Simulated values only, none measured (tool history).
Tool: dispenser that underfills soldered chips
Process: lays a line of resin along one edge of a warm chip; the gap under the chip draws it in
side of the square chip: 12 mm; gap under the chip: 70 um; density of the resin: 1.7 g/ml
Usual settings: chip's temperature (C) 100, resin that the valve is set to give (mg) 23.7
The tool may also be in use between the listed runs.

run	hour	chip's temperature (C)	resin that the valve is set to give (mg)	time until the resin shows at the far edge (s)	resin that the valve gave (mg)
1	0	100	23.7	65.8	22.81
# hour 2.4: new syringe of resin
# hour 10.4: new syringe of resin
2	15.2	100	23.7	62.7	22.6
# hour 18.7: new syringe of resin
# hour 23.3: dispensing valve cleaned and set on the balance
3	23.3	100	23.7	59.2	23.64
# hour 28.5: new syringe of resin
4	34.6	100	23.7	67.2	23.53
# hour 36.8: new syringe of resin
# hour 44.6: new syringe of resin
5	44.8	100	23.7	49.7	23.43
# hour 53: new syringe of resin
6	54.5	100	20.5	55.8	20.1
# hour 61.2: new syringe of resin
# hour 68.9: new syringe of resin
7	70	112	20.5	33.2	20.03
# hour 76.8: new syringe of resin
8	78.6	112	20.5	34.2	20.05
# hour 84.7: new syringe of resin
# hour 93.1: new syringe of resin
9	94	112	20.5	33.7	19.71
# hour 98.8: dispensing valve cleaned and set on the balance
# hour 102.8: new syringe of resin
10	106.5	112	20.5	38.6	20.23
# hour 110.8: new syringe of resin
# hour 119.2: new syringe of resin
11	121.6	112	20.5	36.2	20.1
# hour 127.6: new syringe of resin
12	130.9	112	20.5	38.7	20.07
# hour 135.2: new syringe of resin
# hour 137.3: stage's temperature calibrated
# hour 145.1: new syringe of resin
13	147	112	20.5	33.1	20.06
# hour 153.1: new syringe of resin
14	158.6	112	20.5	39	19.73
# hour 161.4: new syringe of resin
15	166.2	91	26.6	83.5	25.45
# hour 169.6: new syringe of resin
# hour 175.1: dispensing valve cleaned and set on the balance
# hour 178.4: new syringe of resin
16	179.9	91	26.6	70.5	26.77
# hour 186.9: new syringe of resin
17	190.5	89	25.4	87.3	25.23
# hour 195.3: new syringe of resin
# hour 204.2: new syringe of resin
18	205.8	102	23.3	45.8	22.84
# hour 212.1: new syringe of resin
19	218	94	21.5	80.6	21.03
# hour 219.8: new syringe of resin
# hour 228.2: new syringe of resin
20	232.8	110	27.9	36.7	27.05
# hour 236.8: new syringe of resin
21	240.9	112	23.7	35.7	22.63
# hour 244.8: new syringe of resin
# hour 250.5: dispensing valve cleaned and set on the balance
# hour 254.2: new syringe of resin
22	257.4	112	23.7	33.4	23.86
# hour 262.7: new syringe of resin
23	268.7	108	30.5	43.2	30.14
# hour 271.1: new syringe of resin
24	276.3	113	30.4	34.3	29.93
# hour 279.2: new syringe of resin
25	282.8	96	23.7	66	23.23
# hour 287.2: new syringe of resin
26	292.9	96	23.7	73.6	23.25
# hour 295: new syringe of resin
# hour 303: new syringe of resin
27	306.6	93	24.4	73.5	23.65

Forecast each of these 3 alternatives for the next run:
# hour 311: new syringe of resin
A	315.9	104	25.1	?	?
# hour 311: new syringe of resin
B	315.9	109	22.9	?	?
# hour 311: new syringe of resin
C	315.9	90	23.7	?	?

run	time until the resin shows at the far edge (s)	resin that the valve gave (mg)
A	51	24.24
B	42.9	21.99
C	95.3	22.88
Without the tool's hidden state the same runs would have given:
run	time until the resin shows at the far edge (s)	resin that the valve gave (mg)
A	38	25.11
B	31.9	22.78
C	70.9	23.7

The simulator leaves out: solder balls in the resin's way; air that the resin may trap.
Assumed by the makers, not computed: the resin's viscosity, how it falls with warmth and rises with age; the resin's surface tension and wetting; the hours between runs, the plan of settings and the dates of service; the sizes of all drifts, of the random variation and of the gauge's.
